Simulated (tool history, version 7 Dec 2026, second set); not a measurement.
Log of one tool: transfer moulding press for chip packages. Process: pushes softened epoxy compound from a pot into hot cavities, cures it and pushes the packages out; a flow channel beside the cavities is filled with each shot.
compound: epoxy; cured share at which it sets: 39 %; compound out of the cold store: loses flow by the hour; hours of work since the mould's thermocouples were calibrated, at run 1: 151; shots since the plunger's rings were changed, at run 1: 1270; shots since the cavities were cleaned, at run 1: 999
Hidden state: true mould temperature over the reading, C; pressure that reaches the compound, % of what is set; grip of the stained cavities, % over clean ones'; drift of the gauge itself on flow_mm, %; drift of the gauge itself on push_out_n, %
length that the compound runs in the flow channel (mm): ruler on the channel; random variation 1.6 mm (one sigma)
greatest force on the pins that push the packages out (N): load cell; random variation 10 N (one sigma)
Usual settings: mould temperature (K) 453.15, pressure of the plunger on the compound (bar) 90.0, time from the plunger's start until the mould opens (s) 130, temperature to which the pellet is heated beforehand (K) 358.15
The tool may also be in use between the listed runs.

run,day,mould temperature (K),pressure of the plunger on the compound (bar),time from the plunger's start until the mould opens (s),temperature to which the pellet is heated beforehand (K),hours of work since the mould's thermocouples were calibrated,shots since the plunger's rings were changed,shots since the cavities were cleaned,incoming compound's hours out of the cold store,length that the compound runs in the flow channel (mm),greatest force on the pins that push the packages out (N)
1,0.000,453.15,90.0,130,358.15,151,1270,999,36.6,852,756
# day 0.379: cavities cleaned with cleaning compound and waxed
2,1.033,453.15,90.0,130,358.15,170,1555,191,46.7,810,583
3,1.500,453.15,90.0,130,358.15,179,1692,328,29.6,878,614
4,2.383,453.15,90.0,130,352.15,195,1952,588,40.2,833,708
5,3.008,453.15,90.0,130,352.15,207,2135,771,29.6,878,756
6,3.583,453.15,90.0,130,352.15,218,2305,941,38.4,838,738
# day 4.117: cavities cleaned with cleaning compound and waxed
7,4.521,453.15,90.0,130,352.15,235,2562,119,18.0,934,553
8,5.404,453.15,90.0,130,358.15,252,2822,379,47.1,799,647
9,5.942,453.15,90.0,130,358.15,262,2980,537,31.6,864,711
10,6.362,453.15,90.0,152,358.15,270,3103,660,47.3,798,665
11,7.129,453.15,90.0,152,358.15,285,3328,885,20.6,912,721
12,7.775,453.15,90.0,152,358.15,297,3519,1076,28.6,877,733
# day 7.912: cavities cleaned with cleaning compound and waxed
13,8.758,453.15,90.0,152,358.15,315,3789,249,22.2,903,577
14,9.429,453.15,82.4,152,358.15,327,3986,446,29.0,832,628
15,10.171,453.15,82.4,152,358.15,342,4204,664,9.3,924,682
16,11.025,453.15,82.4,152,358.15,358,4455,915,39.4,786,733
# day 11.692: cavities cleaned with cleaning compound and waxed
17,11.704,453.15,108.9,130,363.15,370,4637,4,47.3,867,463

Forecast run 18:
18,12.579,453.15,108.9,130,363.15,386,4894,261,21.5,?,?

{"run 18": {"length that the compound runs in the flow channel (mm)": 988, "greatest force on the pins that push the packages out (N)": 620}}
Without the tool's hidden state the same run would have given length that the compound runs in the flow channel (mm) 1028, greatest force on the pins that push the packages out (N) 487.
